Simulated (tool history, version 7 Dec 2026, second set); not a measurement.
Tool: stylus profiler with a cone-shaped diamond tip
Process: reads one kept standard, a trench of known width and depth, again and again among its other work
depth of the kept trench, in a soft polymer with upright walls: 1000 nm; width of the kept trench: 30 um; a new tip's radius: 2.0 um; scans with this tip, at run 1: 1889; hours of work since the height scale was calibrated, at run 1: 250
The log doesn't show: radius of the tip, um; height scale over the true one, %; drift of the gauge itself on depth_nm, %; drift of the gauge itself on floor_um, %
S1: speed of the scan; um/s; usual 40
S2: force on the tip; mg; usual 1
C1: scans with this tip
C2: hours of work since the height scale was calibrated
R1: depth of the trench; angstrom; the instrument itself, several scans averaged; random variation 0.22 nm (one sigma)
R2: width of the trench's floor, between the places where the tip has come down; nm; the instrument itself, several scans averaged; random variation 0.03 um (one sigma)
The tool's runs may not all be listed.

{"run": 1, "hour": 0.0, "S1": 40, "S2": 1, "C1": 1889, "C2": 250, "R1": 10059.7, "R2": 25980}
{"run": 2, "hour": 111.3, "S1": 40, "S2": 1, "C1": 2265, "C2": 300, "R1": 10059.3, "R2": 25930}
{"run": 3, "hour": 192.3, "S1": 40, "S2": 1, "C1": 2538, "C2": 336, "R1": 10056.2, "R2": 25860}
{"run": 4, "hour": 273.6, "S1": 40, "S2": 1, "C1": 2813, "C2": 372, "R1": 10054.3, "R2": 25830}
{"run": 5, "hour": 333.9, "S1": 40, "S2": 2, "C1": 3016, "C2": 399, "R1": 10092.6, "R2": 25950}
{"run": 6, "hour": 424.2, "S1": 40, "S2": 2, "C1": 3321, "C2": 440, "R1": 10091.7, "R2": 25880}
{"run": 7, "hour": 509.8, "S1": 40, "S2": 1, "C1": 3610, "C2": 478, "R1": 10050.7, "R2": 25800}
{"run": 8, "hour": 603.5, "S1": 40, "S2": 1, "C1": 3927, "C2": 520, "R1": 10051.2, "R2": 25730}
{"run": 9, "hour": 652.4, "S1": 40, "S2": 1, "C1": 4092, "C2": 542, "R1": 10050.8, "R2": 25700}
{"run": 10, "hour": 756.4, "S1": 40, "S2": 1, "C1": 4443, "C2": 588, "R1": 10041.8, "R2": 25660}
{"run": 11, "hour": 839.3, "S1": 40, "S2": 1, "C1": 4723, "C2": 625, "R1": 10047.6, "R2": 25610}
{"run": 12, "hour": 913.8, "S1": 40, "S2": 1.13, "C1": 4975, "C2": 659, "R1": 10054.2, "R2": 25630}
{"run": 13, "hour": 987.3, "S1": 40, "S2": 1.13, "C1": 5223, "C2": 691, "R1": 10054.2, "R2": 25650}
{"run": 14, "hour": 1089.9, "S1": 45, "S2": 2.27, "C1": 5569, "C2": 737, "R1": 10095, "R2": 25640}
{"run": 15, "hour": 1137.8, "S1": 24, "S2": 0.43, "C1": 5731, "C2": 759, "R1": 10013.5, "R2": 25620}
{"run": 16, "hour": 1193.1, "S1": 24, "S2": 0.55, "C1": 5918, "C2": 783, "R1": 10018.1, "R2": 25580}
{"run": 17, "hour": 1249.0, "S1": 157, "S2": 0.34, "C1": 6106, "C2": 808, "R1": 10001.5, "R2": 23560}
{"run": 18, "hour": 1308.7, "S1": 157, "S2": 0.34, "C1": 6308, "C2": 835, "R1": 10006.8, "R2": 23600}
{"run": 19, "hour": 1371.9, "S1": 17, "S2": 1.04, "C1": 6521, "C2": 863, "R1": 10045.4, "R2": 25710}
{"run": 20, "hour": 1438.2, "S1": 40, "S2": 2.96, "C1": 6745, "C2": 893, "R1": 10111.9, "R2": 25610}
{"run": 21, "hour": 1520.5, "S1": 69, "S2": 1.28, "C1": 7023, "C2": 930, "R1": 10053, "R2": 25250}
{"run": 22, "hour": 1621.1, "S1": 17, "S2": 0.54, "C1": 7363, "C2": 975, "R1": 10012.2, "R2": 25480}
{"run": 23, "hour": 1700.1, "S1": 17, "S2": 0.54, "C1": 7630, "C2": 1010, "R1": 10012.4, "R2": 25530}
{"run": 24, "hour": 1748.3, "S1": 11, "S2": 1.83, "C1": 7792, "C2": 1032, "R1": 10069.4, "R2": 25640}
{"run": 25, "hour": 1825.1, "S1": 11, "S2": 1.83, "C1": 8052, "C2": 1066, "R1": 10064.4, "R2": 25600}

Measured less the same run without the tool's hidden state. The same run-to-run variation is in both; the gauge's scatter may not be:
run=1 R1=-9.9 R2=-250
run=2 R1=-11.5 R2=-290
run=3 R1=-12.6 R2=-320
run=4 R1=-13.7 R2=-350
run=5 R1=-14.5 R2=-370
run=6 R1=-15.9 R2=-410
run=7 R1=-17.2 R2=-440
run=8 R1=-18.4 R2=-460
run=9 R1=-19.1 R2=-480
run=10 R1=-20.6 R2=-520
run=11 R1=-21.9 R2=-550
run=12 R1=-23 R2=-570
run=13 R1=-24.1 R2=-590
run=14 R1=-25.6 R2=-630
run=15 R1=-26.1 R2=-640
run=16 R1=-26.9 R2=-660
run=17 R1=-27.7 R2=-680
run=18 R1=-28.6 R2=-690
run=19 R1=-29.6 R2=-710
run=20 R1=-30.8 R2=-730
run=21 R1=-31.7 R2=-750
run=22 R1=-33 R2=-780
run=23 R1=-34.1 R2=-810
run=24 R1=-35 R2=-830
run=25 R1=-36.2 R2=-850
